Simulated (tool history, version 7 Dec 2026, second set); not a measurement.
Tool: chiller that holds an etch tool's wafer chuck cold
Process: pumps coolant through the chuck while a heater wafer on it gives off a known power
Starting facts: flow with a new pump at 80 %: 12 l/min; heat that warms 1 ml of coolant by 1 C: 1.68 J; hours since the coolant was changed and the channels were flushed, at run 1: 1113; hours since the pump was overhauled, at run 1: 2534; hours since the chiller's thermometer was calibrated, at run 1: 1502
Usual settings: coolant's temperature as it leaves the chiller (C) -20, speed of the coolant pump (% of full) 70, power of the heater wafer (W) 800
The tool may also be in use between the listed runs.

| run | hour | coolant's temperature as it leaves the chiller (C) | speed of the coolant pump (% of full) | power of the heater wafer (W) | hours since the coolant was changed and the channels were flushed | hours since the pump was overhauled | hours since the chiller's thermometer was calibrated | chuck's temperature once it has settled (C) | how much warmer the coolant comes back (C) |
|---|---|---|---|---|---|---|---|---|---|
| 1 | 0 | -20 | 70 | 800 | 1113 | 2534 | 1502 | -13.51 | 2.89 |
| 2 | 65 | -20 | 70 | 800 | 1178 | 2599 | 1567 | -13.45 | 2.88 |
| 3 | 114.3 | -20 | 70 | 800 | 1228 | 2648 | 1617 | -13.55 | 2.85 |
| 4 | 181.7 | -20 | 70 | 800 | 1295 | 2716 | 1684 | -13.32 | 2.89 |
| 5 | 277.1 | -20 | 70 | 800 | 1391 | 2811 | 1780 | -13.33 | 2.87 |
| 6 | 349.9 | -20 | 86 | 800 | 1463 | 2884 | 1852 | -14.44 | 2.28 |
| 7 | 459.9 | -10 | 70 | 800 | 1573 | 2994 | 1962 | -3.44 | 2.9 |
| 8 | 535.2 | -10 | 70 | 800 | 1649 | 3069 | 2038 | -3.38 | 2.87 |
| 9 | 629.8 | -12 | 66 | 544 | 1743 | 3164 | 2132 | -7.07 | 2.08 |
|  | 641.2 | coolant pump overhauled |
| 10 | 682.7 | -12 | 66 | 544 | 1791 | 41 | 2180 | -7.02 | 2.15 |
| 11 | 779.4 | -24 | 70 | 800 | 1888 | 138 | 2277 | -17.23 | 2.95 |
| 12 | 871.8 | -24 | 70 | 800 | 1980 | 231 | 2369 | -17.11 | 2.99 |
| 13 | 982.4 | -24 | 70 | 800 | 2091 | 341 | 2480 | -17.04 | 2.97 |
| 14 | 1040.6 | -15 | 91 | 1067 | 2149 | 399 | 2538 | -7.86 | 2.96 |
| 15 | 1101.4 | -25 | 63 | 712 | 2210 | 460 | 2599 | -18.16 | 3 |
| 16 | 1208.3 | -12 | 79 | 1090 | 2317 | 567 | 2706 | -3.64 | 3.53 |

Difference, measured minus no-hidden-state, one row per run. Run-to-run variation is common to both terms; the gauge's own scatter need not be:
The hidden state here: heat passed by the chuck's channels, % of clean ones'; flow at a given pump speed, % of a new pump's; coolant's true temperature over the reading, C; drift of the gauge itself on chuck_c, C; drift of the gauge itself on warmer_back_c, C.
| run | chuck's temperature once it has settled (C) | how much warmer the coolant comes back (C) |
|---|---|---|
| 1 | +0.55 | +0.1 |
| 2 | +0.58 | +0.1 |
| 3 | +0.59 | +0.11 |
| 4 | +0.6 | +0.11 |
| 5 | +0.63 | +0.11 |
| 6 | +0.59 | +0.1 |
| 7 | +0.68 | +0.12 |
| 8 | +0.71 | +0.12 |
| 9 | +0.64 | +0.09 |
| 10 | +0.72 | +0.13 |
| 11 | +0.89 | +0.18 |
| 12 | +0.91 | +0.19 |
| 13 | +0.95 | +0.19 |
| 14 | +0.99 | +0.19 |
| 15 | +0.98 | +0.2 |
| 16 | +1.14 | +0.24 |
